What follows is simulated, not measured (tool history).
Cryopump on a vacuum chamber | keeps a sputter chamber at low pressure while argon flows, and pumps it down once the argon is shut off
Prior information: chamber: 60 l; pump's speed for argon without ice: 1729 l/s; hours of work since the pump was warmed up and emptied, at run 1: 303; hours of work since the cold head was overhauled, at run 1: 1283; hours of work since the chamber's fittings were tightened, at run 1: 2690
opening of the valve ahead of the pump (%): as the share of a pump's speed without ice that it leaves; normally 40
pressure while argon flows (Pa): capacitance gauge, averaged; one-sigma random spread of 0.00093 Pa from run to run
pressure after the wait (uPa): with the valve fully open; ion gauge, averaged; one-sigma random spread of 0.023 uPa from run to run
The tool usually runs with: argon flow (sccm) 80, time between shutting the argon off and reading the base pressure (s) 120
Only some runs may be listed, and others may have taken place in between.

run	day	argon flow (sccm)	time between shutting the argon off and reading the base pressure (s)	opening of the valve ahead of the pump (%)	hours of work since the pump was warmed up and emptied	hours of work since the cold head was overhauled	hours of work since the chamber's fittings were tightened	pressure while argon flows (Pa)	pressure after the wait (uPa)
1	0	80	120	40	303	1283	2690	0.2388	3.89
# day 0.821: pump warmed up, emptied and cooled again
2	1.971	80	120	40	20	1314	2721	0.1987	2.91
3	5.042	80	120	40	75	1369	2776	0.2036	3.07
4	8.104	37	120	40	130	1423	2830	0.0959	3.21
5	11.025	37	120	40	182	1475	2882	0.1001	3.39
6	13.725	51	48	40	230	1523	2930	0.141	4.49
7	16.75	51	165	28	284	1577	2984	0.2012	3.94
# day 18.296: leaking fittings of the chamber tightened, without venting
# day 18.738: pump warmed up, emptied and cooled again
8	20.167	51	165	28	25	1633	30	0.1816	0.63
9	21.883	51	165	28	56	1663	60	0.1831	0.68

What will run 10 give?
10	24.896	52	165	50	110	1717	114	?	?

pressure while argon flows (Pa): 0.111
pressure after the wait (uPa): 0.8
Without the tool's hidden state the same run would have given pressure while argon flows (Pa) 0.1024, pressure after the wait (uPa) 0.63.
